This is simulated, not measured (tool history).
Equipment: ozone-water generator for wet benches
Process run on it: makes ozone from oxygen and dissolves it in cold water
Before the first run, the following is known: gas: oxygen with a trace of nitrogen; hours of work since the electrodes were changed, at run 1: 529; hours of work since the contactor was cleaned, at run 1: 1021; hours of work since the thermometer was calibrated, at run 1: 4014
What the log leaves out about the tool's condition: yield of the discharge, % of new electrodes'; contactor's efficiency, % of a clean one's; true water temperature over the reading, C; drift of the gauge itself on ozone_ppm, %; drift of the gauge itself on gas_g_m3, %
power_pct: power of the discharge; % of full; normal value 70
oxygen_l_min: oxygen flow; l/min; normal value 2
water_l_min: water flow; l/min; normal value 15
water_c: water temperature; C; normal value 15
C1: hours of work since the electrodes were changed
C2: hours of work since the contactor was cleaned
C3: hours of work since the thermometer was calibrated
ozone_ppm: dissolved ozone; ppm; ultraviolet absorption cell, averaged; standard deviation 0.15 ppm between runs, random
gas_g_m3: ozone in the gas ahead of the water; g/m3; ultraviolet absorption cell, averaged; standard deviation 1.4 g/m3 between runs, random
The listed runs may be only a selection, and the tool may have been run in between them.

run 1 hour=0 | power_pct=70 oxygen_l_min=2 water_l_min=15 water_c=15 | C1=529 C2=1021 C3=4014 | ozone_ppm=18.3 gas_g_m3=267.1
run 2 hour=47.5 | power_pct=70 oxygen_l_min=2 water_l_min=15 water_c=16 | C1=564 C2=1056 C3=4050 | ozone_ppm=18.1 gas_g_m3=268.3
run 3 hour=84.1 | power_pct=70 oxygen_l_min=2 water_l_min=15 water_c=16 | C1=592 C2=1084 C3=4077 | ozone_ppm=18 gas_g_m3=269.3
run 4 hour=130.8 | power_pct=70 oxygen_l_min=3.03 water_l_min=15 water_c=15 | C1=627 C2=1119 C3=4112 | ozone_ppm=20.1 gas_g_m3=226
run 5 hour=181.2 | power_pct=70 oxygen_l_min=2 water_l_min=17 water_c=15 | C1=664 C2=1156 C3=4150 | ozone_ppm=16.2 gas_g_m3=265.6
run 6 hour=234.6 | power_pct=70 oxygen_l_min=2 water_l_min=15 water_c=14 | C1=704 C2=1196 C3=4190 | ozone_ppm=18.6 gas_g_m3=267.5
run 7 hour=295.7 | power_pct=70 oxygen_l_min=2 water_l_min=15 water_c=14 | C1=750 C2=1242 C3=4236 | ozone_ppm=18.1 gas_g_m3=264.6
run 8 hour=320.4 | power_pct=70 oxygen_l_min=2 water_l_min=15 water_c=15 | C1=768 C2=1260 C3=4254 | ozone_ppm=17.9 gas_g_m3=269.1
run 9 hour=363.9 | power_pct=70 oxygen_l_min=2 water_l_min=15 water_c=15 | C1=801 C2=1293 C3=4287 | ozone_ppm=18 gas_g_m3=268
run 10 hour=417.4 | power_pct=70 oxygen_l_min=2 water_l_min=15 water_c=15 | C1=841 C2=1333 C3=4327 | ozone_ppm=17.7 gas_g_m3=263.2
run 11 hour=448.2 | power_pct=70 oxygen_l_min=2 water_l_min=15 water_c=15 | C1=864 C2=1356 C3=4350 | ozone_ppm=18.2 gas_g_m3=267
run 12 hour=506.7 | power_pct=70 oxygen_l_min=2.55 water_l_min=15 water_c=15 | C1=908 C2=1400 C3=4394 | ozone_ppm=19.3 gas_g_m3=239.9
run 13 hour=533.3 | power_pct=70 oxygen_l_min=2.55 water_l_min=15 water_c=15 | C1=928 C2=1420 C3=4414 | ozone_ppm=19 gas_g_m3=240.9
run 14 hour=573.2 | power_pct=78 oxygen_l_min=3.19 water_l_min=16 water_c=15 | C1=958 C2=1450 C3=4443 | ozone_ppm=21.3 gas_g_m3=243.6
run 15 hour=629 | power_pct=78 oxygen_l_min=3.19 water_l_min=16 water_c=15 | C1=999 C2=1491 C3=4485 | ozone_ppm=20.7 gas_g_m3=240.1
run 16 hour=675.5 | power_pct=57 oxygen_l_min=1.12 water_l_min=15 water_c=15 | C1=1034 C2=1526 C3=4520 | ozone_ppm=12 gas_g_m3=284
run 17 hour=727.5 | power_pct=57 oxygen_l_min=1.12 water_l_min=15 water_c=15 | C1=1073 C2=1565 C3=4559 | ozone_ppm=11.9 gas_g_m3=281.4
run 18 hour=777.9 | power_pct=57 oxygen_l_min=1.12 water_l_min=15 water_c=15 | C1=1111 C2=1603 C3=4597 | ozone_ppm=11.9 gas_g_m3=281.5
run 19 hour=815.9 | power_pct=56 oxygen_l_min=3.47 water_l_min=15 water_c=15 | C1=1139 C2=1631 C3=4625 | ozone_ppm=17.2 gas_g_m3=174.2
run 20 hour=861.5 | power_pct=70 oxygen_l_min=2 water_l_min=21 water_c=16 | C1=1173 C2=1665 C3=4659 | ozone_ppm=12.4 gas_g_m3=264.2
run 21 hour=888.5 | power_pct=61 oxygen_l_min=2.13 water_l_min=14 water_c=11 | C1=1194 C2=1686 C3=4679 | ozone_ppm=18 gas_g_m3=229.4
run 22 hour=924 | power_pct=51 oxygen_l_min=2 water_l_min=15 water_c=15 | C1=1220 C2=1712 C3=4706 | ozone_ppm=13.7 gas_g_m3=202.9
run 23 hour=971.1 | power_pct=51 oxygen_l_min=2 water_l_min=15 water_c=15 | C1=1255 C2=1747 C3=4741 | ozone_ppm=13.5 gas_g_m3=201.8
run 24 hour=1016.7 | power_pct=51 oxygen_l_min=2 water_l_min=15 water_c=15 | C1=1289 C2=1782 C3=4775 | ozone_ppm=13.6 gas_g_m3=200.7
run 25 hour=1055.3 | power_pct=50 oxygen_l_min=2 water_l_min=15 water_c=13 | C1=1318 C2=1810 C3=4804 | ozone_ppm=13.6 gas_g_m3=197.2
run 26 hour=1116.3 | power_pct=75 oxygen_l_min=1.16 water_l_min=11 water_c=9 | C1=1364 C2=1856 C3=4850 | ozone_ppm=22.4 gas_g_m3=347.5

Consider 4 possible next runs. They are alternatives, not a sequence: every one starts from the tool as it was left by run 26. What does each give?
run A hour=1157.4 | power_pct=59 oxygen_l_min=1.19 water_l_min=15 water_c=17 | C1=1395 C2=1887 C3=4881 | ozone_ppm=? gas_g_m3=?
run B hour=1157.4 | power_pct=47 oxygen_l_min=2 water_l_min=12 water_c=12 | C1=1395 C2=1887 C3=4881 | ozone_ppm=? gas_g_m3=?
run C hour=1157.4 | power_pct=75 oxygen_l_min=2.15 water_l_min=16 water_c=9 | C1=1395 C2=1887 C3=4881 | ozone_ppm=? gas_g_m3=?
run D hour=1157.4 | power_pct=90 oxygen_l_min=1.8 water_l_min=15 water_c=15 | C1=1395 C2=1887 C3=4881 | ozone_ppm=? gas_g_m3=?

run=A ozone_ppm=12.4 gas_g_m3=282.8
run=B ozone_ppm=16.2 gas_g_m3=191.7
run=C ozone_ppm=19 gas_g_m3=272
run=D ozone_ppm=21.1 gas_g_m3=342.5
With the hidden condition removed and each run's random variation left untouched, the same runs would have given:
run=A ozone_ppm=13.1 gas_g_m3=288.8
run=B ozone_ppm=16.9 gas_g_m3=194.8
run=C ozone_ppm=20.1 gas_g_m3=279.1
run=D ozone_ppm=22.3 gas_g_m3=352.9

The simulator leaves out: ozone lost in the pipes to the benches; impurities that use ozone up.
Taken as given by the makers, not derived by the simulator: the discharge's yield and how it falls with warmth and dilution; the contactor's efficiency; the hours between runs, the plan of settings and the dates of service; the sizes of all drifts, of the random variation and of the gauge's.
